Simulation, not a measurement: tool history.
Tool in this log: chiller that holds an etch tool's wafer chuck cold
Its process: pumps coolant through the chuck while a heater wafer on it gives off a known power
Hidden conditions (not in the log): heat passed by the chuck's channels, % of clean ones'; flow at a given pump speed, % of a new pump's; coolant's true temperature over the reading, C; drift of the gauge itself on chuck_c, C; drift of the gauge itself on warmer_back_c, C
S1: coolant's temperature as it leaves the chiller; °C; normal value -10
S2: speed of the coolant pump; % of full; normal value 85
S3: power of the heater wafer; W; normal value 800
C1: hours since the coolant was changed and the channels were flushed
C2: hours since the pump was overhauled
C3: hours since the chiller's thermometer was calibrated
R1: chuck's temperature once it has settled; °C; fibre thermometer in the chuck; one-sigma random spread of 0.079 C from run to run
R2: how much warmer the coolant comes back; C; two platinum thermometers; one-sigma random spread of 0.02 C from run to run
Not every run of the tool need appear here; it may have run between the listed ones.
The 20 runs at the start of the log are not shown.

run,hour,S1,S2,S3,C1,C2,C3,R1,R2
21,872.8,-15,65,516,4188,2355,2015,-10.74,2.19
22,914.1,-15,65,516,4229,2396,2056,-10.65,2.17
23,950.4,-20,72,567,4265,2432,2092,-15.52,2.18
24,999.1,-20,72,567,4314,2481,2141,-15.47,2.15
25,1028.7,-20,72,605,4343,2510,2170,-15.2,2.3
26,1071.8,-10,93,695,4387,2553,2214,-5.39,2.02
27,1126.6,-9,97,800,4441,2608,2268,-3.77,2.27
28,1154.6,-9,98,498,4469,2636,2296,-5.73,1.27

Run 29 comes next. What will it give?
# hour 1182.3: coolant changed, channels flushed
29,1210.3,-10,64,591,28,2686,2346,?,?

Run 29 measured R1 -4.98 °C, R2 2.52 C.
Minus the tool's unlogged condition, the same run would have read R1 -4.99 °C, R2 2.75 C.

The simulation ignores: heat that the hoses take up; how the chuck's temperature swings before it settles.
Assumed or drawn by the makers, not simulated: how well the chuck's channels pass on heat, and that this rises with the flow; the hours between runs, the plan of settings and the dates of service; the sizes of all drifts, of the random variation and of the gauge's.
